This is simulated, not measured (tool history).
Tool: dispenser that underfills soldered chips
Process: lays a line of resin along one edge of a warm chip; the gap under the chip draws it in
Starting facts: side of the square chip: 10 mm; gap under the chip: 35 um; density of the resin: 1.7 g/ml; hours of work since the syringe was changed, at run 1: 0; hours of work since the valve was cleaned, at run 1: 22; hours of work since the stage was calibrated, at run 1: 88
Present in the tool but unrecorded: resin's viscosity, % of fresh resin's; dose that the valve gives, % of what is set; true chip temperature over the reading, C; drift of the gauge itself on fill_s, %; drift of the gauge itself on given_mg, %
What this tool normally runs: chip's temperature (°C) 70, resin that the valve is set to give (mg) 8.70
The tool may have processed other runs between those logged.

| run | hour | chip's temperature (°C) | resin that the valve is set to give (mg) | hours of work since the syringe was changed | hours of work since the valve was cleaned | hours of work since the stage was calibrated | time until the resin shows at the far edge (s) | resin that the valve gave (mg) |
|---|---|---|---|---|---|---|---|---|
| 1 | 0.0 | 70 | 8.70 | 0 | 22 | 88 | 119.5 | 8.49 |
| 2 | 7.5 | 70 | 8.70 | 6 | 28 | 93 | 159.5 | 8.48 |
| 3 | 11.7 | 70 | 8.70 | 9 | 31 | 97 | 187.9 | 8.47 |
|  | 12.7 | new syringe of resin |
| 4 | 17.4 | 70 | 7.41 | 4 | 35 | 101 | 148.5 | 7.22 |
| 5 | 24.2 | 70 | 7.41 | 9 | 40 | 106 | 191.4 | 7.15 |
|  | 26.1 | new syringe of resin |
| 6 | 28.5 | 70 | 8.70 | 2 | 43 | 109 | 128.1 | 8.37 |
| 7 | 33.5 | 70 | 8.70 | 6 | 47 | 113 | 153.8 | 8.37 |
| 8 | 36.9 | 70 | 8.70 | 8 | 50 | 115 | 177.3 | 8.30 |
|  | 39.1 | new syringe of resin |
| 9 | 41.9 | 70 | 8.70 | 2 | 53 | 119 | 130.0 | 8.28 |
| 10 | 48.5 | 70 | 8.70 | 7 | 59 | 124 | 167.8 | 8.28 |
|  | 52.5 | new syringe of resin |
| 11 | 54.5 | 70 | 8.70 | 2 | 63 | 128 | 128.2 | 8.27 |
| 12 | 59.4 | 70 | 8.70 | 5 | 67 | 132 | 152.9 | 8.22 |
|  | 65.4 | new syringe of resin |
| 13 | 66.7 | 70 | 8.70 | 1 | 72 | 137 | 121.9 | 8.22 |
| 14 | 72.5 | 70 | 8.70 | 5 | 76 | 142 | 153.6 | 8.20 |
| 15 | 77.8 | 70 | 8.70 | 9 | 80 | 146 | 188.5 | 8.14 |
|  | 78.6 | new syringe of resin |
| 16 | 81.3 | 70 | 8.70 | 2 | 83 | 148 | 131.3 | 8.19 |
| 17 | 85.1 | 70 | 8.67 | 5 | 86 | 151 | 150.1 | 8.16 |
| 18 | 90.9 | 70 | 8.67 | 9 | 90 | 156 | 191.1 | 8.04 |
|  | 91.8 | new syringe of resin |
| 19 | 95.7 | 59 | 7.46 | 3 | 94 | 159 | 268.5 | 6.94 |
|  | 97.2 | dispensing valve cleaned and set on the balance |
| 20 | 101.6 | 69 | 10.78 | 7 | 3 | 163 | 169.6 | 10.77 |
|  | 105.8 | new syringe of resin |
| 21 | 106.0 | 67 | 8.77 | 0 | 6 | 166 | 139.4 | 8.68 |
| 22 | 110.3 | 56 | 7.85 | 3 | 10 | 169 | 311.6 | 7.80 |
| 23 | 116.6 | 82 | 7.84 | 8 | 15 | 174 | 95.8 | 7.78 |
|  | 119.0 | new syringe of resin |
| 24 | 122.1 | 82 | 7.84 | 2 | 19 | 178 | 71.6 | 7.72 |
| 25 | 128.3 | 80 | 7.77 | 7 | 23 | 183 | 99.3 | 7.68 |
| 26 | 131.5 | 67 | 9.83 | 10 | 26 | 185 | 217.3 | 9.61 |
|  | 132.3 | new syringe of resin |
| 27 | 137.9 | 71 | 9.17 | 4 | 30 | 190 | 133.0 | 9.02 |
| 28 | 144.0 | 83 | 7.46 | 9 | 35 | 195 | 95.7 | 7.31 |
|  | 145.3 | new syringe of resin |
| 29 | 148.8 | 70 | 9.12 | 3 | 39 | 198 | 130.1 | 8.91 |
| 30 | 153.5 | 78 | 10.56 | 6 | 42 | 202 | 102.3 | 10.21 |
|  | 158.7 | new syringe of resin |
| 31 | 158.9 | 78 | 10.56 | 0 | 46 | 205 | 73.4 | 10.23 |
| 32 | 163.1 | 78 | 10.56 | 3 | 49 | 209 | 86.8 | 10.15 |
| 33 | 168.6 | 78 | 10.56 | 8 | 53 | 213 | 106.7 | 10.17 |
|  | 171.8 | new syringe of resin |
| 34 | 174.7 | 83 | 9.67 | 2 | 58 | 217 | 63.1 | 9.21 |

Predict each of these 3 candidate next runs independently; none follows another, all start after run 34:
| A | 180.0 | 74 | 8.70 | 6 | 62 | 221 | ? | ? |
| B | 180.0 | 70 | 7.91 | 6 | 62 | 221 | ? | ? |
| C | 180.0 | 61 | 8.63 | 6 | 62 | 221 | ? | ? |

| run | time until the resin shows at the far edge (s) | resin that the valve gave (mg) |
|---|---|---|
| A | 125.8 | 8.27 |
| B | 163.1 | 7.55 |
| C | 268.7 | 8.28 |
With no hidden state in the tool, these same runs would have given:
| run | time until the resin shows at the far edge (s) | resin that the valve gave (mg) |
|---|---|---|
| A | 95.9 | 8.65 |
| B | 123.7 | 7.90 |
| C | 205.4 | 8.66 |
